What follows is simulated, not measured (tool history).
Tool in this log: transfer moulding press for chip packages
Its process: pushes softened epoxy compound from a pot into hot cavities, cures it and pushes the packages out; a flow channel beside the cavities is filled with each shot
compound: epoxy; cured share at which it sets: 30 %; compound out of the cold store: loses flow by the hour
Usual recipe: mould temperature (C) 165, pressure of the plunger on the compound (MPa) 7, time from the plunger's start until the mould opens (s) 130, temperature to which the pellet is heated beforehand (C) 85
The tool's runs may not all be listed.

run,day,mould temperature (C),pressure of the plunger on the compound (MPa),time from the plunger's start until the mould opens (s),temperature to which the pellet is heated beforehand (C),incoming compound's hours out of the cold store,length that the compound runs in the flow channel (mm),greatest force on the pins that push the packages out (N)
1,0,165,7,130,85,19.9,939,410
# day 0.529: cavities cleaned with cleaning compound and waxed
2,2.075,165,7,131,85,30.1,908,402
3,3.517,165,7,131,85,8.3,988,417
# day 3.679: cavities cleaned with cleaning compound and waxed
4,4.662,165,7,131,85,30.5,904,404
5,6.304,165,7,131,85,15.8,956,409
# day 6.917: cavities cleaned with cleaning compound and waxed
6,8.046,165,7,131,85,43,871,414
# day 10.212: cavities cleaned with cleaning compound and waxed
7,10.217,165,7,130,85,42.1,875,384
8,12.458,165,7,130,85,18,953,419
# day 13.221: plunger's sealing rings changed
# day 13.488: cavities cleaned with cleaning compound and waxed
9,14.512,165,7,130,85,28.4,914,403
# day 16.754: cavities cleaned with cleaning compound and waxed
10,16.946,165,5.38,130,85,24.8,811,376
11,18.988,165,5.38,130,85,42.2,761,416
# day 19.996: cavities cleaned with cleaning compound and waxed
12,20.592,165,7,130,85,32.6,901,410
13,21.796,165,7,130,85,43.4,865,413
14,22.921,165,7,130,85,46.2,859,383
# day 23.242: cavities cleaned with cleaning compound and waxed
15,24.258,165,7.46,130,75,11.7,1007,403
# day 26.421: cavities cleaned with cleaning compound and waxed
16,26.625,158,7.72,130,91,25.8,999,579
17,27.638,161,5.44,133,93,29.4,819,445
18,29.483,161,5.44,133,93,24.5,834,457
# day 29.646: cavities cleaned with cleaning compound and waxed
# day 31.596: plunger's sealing rings changed
19,31.7,169,7,130,79,21.7,923,388
# day 32.958: cavities cleaned with cleaning compound and waxed
20,33.171,169,8.49,132,80,35.3,967,380
21,34.771,168,6.81,113,90,42.2,847,403
# day 35.617: mould's thermocouples calibrated
# day 36.312: cavities cleaned with cleaning compound and waxed
22,36.354,168,6.81,113,90,29.6,886,409
23,38.788,165,6.81,113,90,44.4,856,458
# day 39.604: cavities cleaned with cleaning compound and waxed
24,40.875,165,7,162,78,18.3,959,374
25,42.475,165,7,134,78,20.1,948,423
# day 42.854: cavities cleaned with cleaning compound and waxed
26,43.983,165,7,134,78,42.6,871,398
27,45.833,165,7,134,90,27.2,916,399
# day 46.096: cavities cleaned with cleaning compound and waxed
28,47.925,165,7,134,90,30.1,907,412

Consider 3 possible next runs. They are alternatives, not a sequence: every one starts from the tool as it was left by run 28. What does each give?
# day 49.429: cavities cleaned with cleaning compound and waxed
# day 50.062: plunger's sealing rings changed
A,50.5,170,5.91,149,90,34.8,?,?
# day 49.429: cavities cleaned with cleaning compound and waxed
# day 50.062: plunger's sealing rings changed
B,50.5,171,7,140,85,30.2,?,?
# day 49.429: cavities cleaned with cleaning compound and waxed
# day 50.062: plunger's sealing rings changed
C,50.5,163,8.64,134,90,22.6,?,?

run,length that the compound runs in the flow channel (mm),greatest force on the pins that push the packages out (N)
A,802,380
B,888,377
C,1048,425
Had the tool no hidden state, the same runs would have come out as:
run,length that the compound runs in the flow channel (mm),greatest force on the pins that push the packages out (N)
A,802,378
B,888,374
C,1048,422
